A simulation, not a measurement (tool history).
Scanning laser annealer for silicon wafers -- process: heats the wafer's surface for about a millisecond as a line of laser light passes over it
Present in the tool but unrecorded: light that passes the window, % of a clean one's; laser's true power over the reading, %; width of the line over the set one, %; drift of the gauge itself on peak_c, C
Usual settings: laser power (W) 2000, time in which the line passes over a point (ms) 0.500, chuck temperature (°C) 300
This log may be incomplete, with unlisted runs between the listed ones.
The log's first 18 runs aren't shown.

run    hour  laser power (W)  time in which the line passes over a point (ms)  chuck temperature (°C)  hours of work since the window was cleaned  hours of work since the power meter was calibrated  hours of work since the optics were aligned  highest temperature of the surface (°C)
 19   799.4             1956                                            0.500                     269                                          70                                                1177                                          870                                     1095
 20   857.1             1956                                            0.501                     269                                          95                                                1202                                          894                                     1096
 21   914.1             2000                                            0.500                     300                                         119                                                1226                                          919                                     1149
 22   940.7             2004                                            0.473                     312                                         130                                                1237                                          930                                     1140
 23   982.0             2000                                            0.463                     319                                         148                                                1255                                          948                                     1138
 24  1040.4             1844                                            0.429                     300                                         173                                                1280                                          972                                     1018
 25  1080.2             2000                                            0.590                     293                                         190                                                1297                                          989                                     1211
 26  1132.6             2151                                            0.576                     305                                         212                                                1319                                         1012                                     1291
 27  1164.5             2106                                            0.400                     301                                         226                                                1333                                         1025                                     1110
 28  1216.6             2106                                            0.400                     301                                         248                                                1355                                         1047                                     1110
 29  1270.3             1834                                            0.486                     281                                         271                                                1378                                         1070                                     1038
 30  1327.6             2188                                            0.603                     288                                         295                                                1402                                         1095                                     1314
 31  1379.4             1781                                            0.606                     340                                         317                                                1424                                         1117                                     1153
 32  1422.4             1728                                            0.366                     300                                         336                                                1442                                         1135                                      917
     1466.5  -- window over the wafer cleaned
 33  1470.4             2065                                            0.500                     300                                           2                                                1462                                         1155                                     1179
 34  1515.6             2065                                            0.500                     300                                          21                                                1481                                         1174                                     1180
 35  1566.3             1728                                            0.500                     320                                          42                                                1503                                         1195                                     1038
 36  1621.1             2188                                            0.573                     300                                          66                                                1526                                         1219                                     1302
 37  1668.8             2188                                            0.573                     300                                          86                                                1546                                         1239                                     1303
 38  1702.2             2000                                            0.357                     300                                         100                                                1561                                         1253                                     1021
 39  1758.0             1953                                            0.530                     300                                         124                                                1584                                         1277                                     1148
 40  1794.5             1853                                            0.617                     266                                         140                                                1600                                         1292                                     1127
 41  1835.8             2000                                            0.500                     322                                         157                                                1617                                         1310                                     1169

Below are 3 alternative next runs, each starting from the tool's condition after run 41. Predict each:
  A  1890.7             1949                                            0.421                     275                                         181                                                1641                                         1333                                        ?
  B  1890.7             1879                                            0.500                     277                                         181                                                1641                                         1333                                        ?
  C  1890.7             1930                                            0.365                     317                                         181                                                1641                                         1333                                        ?

run  highest temperature of the surface (°C)
  A                                     1034
  B                                     1067
  C                                     1017
Without the tool's unlogged condition, the same runs would have read:
run  highest temperature of the surface (°C)
  A                                     1034
  B                                     1068
  C                                     1017

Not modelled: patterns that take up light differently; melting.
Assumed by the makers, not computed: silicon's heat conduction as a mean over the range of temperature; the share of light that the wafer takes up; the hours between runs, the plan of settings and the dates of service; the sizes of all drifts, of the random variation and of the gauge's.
